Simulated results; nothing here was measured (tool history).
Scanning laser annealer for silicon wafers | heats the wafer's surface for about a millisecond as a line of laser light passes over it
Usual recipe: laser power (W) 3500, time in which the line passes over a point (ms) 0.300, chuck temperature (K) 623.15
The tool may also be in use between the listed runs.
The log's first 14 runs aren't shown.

run,hour,laser power (W),time in which the line passes over a point (ms),chuck temperature (K),hours of work since the window was cleaned,hours of work since the power meter was calibrated,hours of work since the optics were aligned,highest temperature of the surface (K)
15,519.3,3500,0.300,623.15,203,611,241,1416.15
16,557.7,3500,0.300,655.15,219,627,257,1447.15
17,597.9,3500,0.300,655.15,236,644,274,1452.15
18,645.1,3074,0.300,623.15,256,664,294,1294.15
19,700.8,3074,0.300,623.15,279,687,317,1295.15
20,726.4,3074,0.300,623.15,290,698,328,1292.15
21,767.6,3486,0.327,636.15,307,715,345,1458.15
22,818.9,3486,0.327,636.15,329,737,367,1456.15
23,849.9,3534,0.255,659.15,342,750,380,1386.15
24,888.9,3481,0.296,628.15,358,766,396,1404.15
25,924.0,3275,0.373,602.15,373,781,411,1417.15
26,961.4,3275,0.244,662.15,389,797,427,1307.15
27,1012.0,3500,0.343,630.15,410,818,448,1476.15
28,1060.0,3531,0.214,652.15,430,838,468,1310.15
29,1084.7,3531,0.214,652.15,441,849,479,1308.15
30,1138.2,3531,0.214,652.15,463,871,501,1306.15
31,1194.1,3333,0.225,623.15,487,895,525,1251.15
32,1228.9,3500,0.366,656.15,502,909,539,1532.15
33,1263.3,3500,0.300,591.15,516,924,554,1370.15
34,1293.6,3760,0.340,597.15,529,937,567,1518.15
35,1329.4,3210,0.378,659.15,544,952,582,1452.15
36,1372.9,3325,0.369,623.15,562,970,600,1443.15
37,1407.0,3358,0.265,623.15,577,984,614,1312.15
38,1436.7,3500,0.300,587.15,589,997,627,1365.15

Run 39 has not been measured yet. What should we expect?
39,1487.4,3500,0.224,609.15,610,1018,648,?

{"run 39": {"highest temperature of the surface (K)": 1265.15}}
The same run, on a tool lacking any hidden state, would have yielded highest temperature of the surface (K) 1288.15.
